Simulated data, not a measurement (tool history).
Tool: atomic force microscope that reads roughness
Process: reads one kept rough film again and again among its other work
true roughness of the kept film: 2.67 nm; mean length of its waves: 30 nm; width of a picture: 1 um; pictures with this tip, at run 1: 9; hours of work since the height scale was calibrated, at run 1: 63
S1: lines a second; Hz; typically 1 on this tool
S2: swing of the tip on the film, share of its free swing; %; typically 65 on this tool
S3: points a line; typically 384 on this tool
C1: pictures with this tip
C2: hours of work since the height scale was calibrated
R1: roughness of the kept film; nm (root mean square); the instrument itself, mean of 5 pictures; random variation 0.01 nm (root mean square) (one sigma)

Run 1, hour 0: usual settings; C1 9; C2 63. Result: R1 2.259 nm (root mean square).
Run 2, hour 8.7: usual settings but S2 69 %; C1 16; C2 67. Result: R1 2.227 nm (root mean square).
Run 3, hour 17.2: usual settings but S2 58 %; C1 23; C2 70. Result: R1 2.192 nm (root mean square).
Run 4, hour 25.3: usual settings but S3 719; C1 29; C2 74. Result: R1 2.175 nm (root mean square).
Run 5, hour 34.7: usual settings but S2 72 %; C1 36; C2 78. Result: R1 2.111 nm (root mean square).
Run 6, hour 40.6: usual settings but S2 72 %; C1 41; C2 80. Result: R1 2.086 nm (root mean square).
Run 7, hour 49.7: usual settings but S1 3.16 Hz; C1 48; C2 84. Result: R1 1.995 nm (root mean square).
Run 8, hour 57.6: usual settings but S1 0.76 Hz, S2 73 %, S3 356; C1 54; C2 88. Result: R1 2.043 nm (root mean square).
Run 9, hour 67: usual settings but S1 0.57 Hz, S2 83 %, S3 356; C1 62; C2 92. Result: R1 1.981 nm (root mean square).
Run 10, hour 71.7: usual settings but S1 0.82 Hz, S2 77 %, S3 342; C1 65; C2 94. Result: R1 1.979 nm (root mean square).
At hour 73.1: height scale calibrated on a step standard.
Run 11, hour 79.4: usual settings but S1 0.82 Hz, S2 84 %, S3 485; C1 71; C2 3. Result: R1 1.927 nm (root mean square).
Run 12, hour 84.2: usual settings but S1 0.82 Hz, S2 84 %, S3 485; C1 74; C2 5. Result: R1 1.922 nm (root mean square).
Run 13, hour 90.1: usual settings but S1 1.09 Hz, S2 67 %, S3 616; C1 79; C2 7. Result: R1 1.938 nm (root mean square).

Some steps in R1, run to run, broken into two amounts with sign: the step expected even without the hidden condition (settings, incoming material, random variation), and the rest, left for the hidden condition together with whatever gauge scatter is not in both the measured and the hidden-condition-free result:
Unlogged tool condition in this case: radius of the tip, nm; height scale over the true one, %; drift of the gauge itself on roughness_nm, %.
Run 2 -> 3: S2 69 -> 58. R1 -0.035 nm (root mean square): hidden state -0.039, all else +0.004.
Run 6 -> 7: S1 1 -> 3.16, S2 72 -> 65. R1 -0.091 nm (root mean square): hidden state -0.022, all else -0.069.

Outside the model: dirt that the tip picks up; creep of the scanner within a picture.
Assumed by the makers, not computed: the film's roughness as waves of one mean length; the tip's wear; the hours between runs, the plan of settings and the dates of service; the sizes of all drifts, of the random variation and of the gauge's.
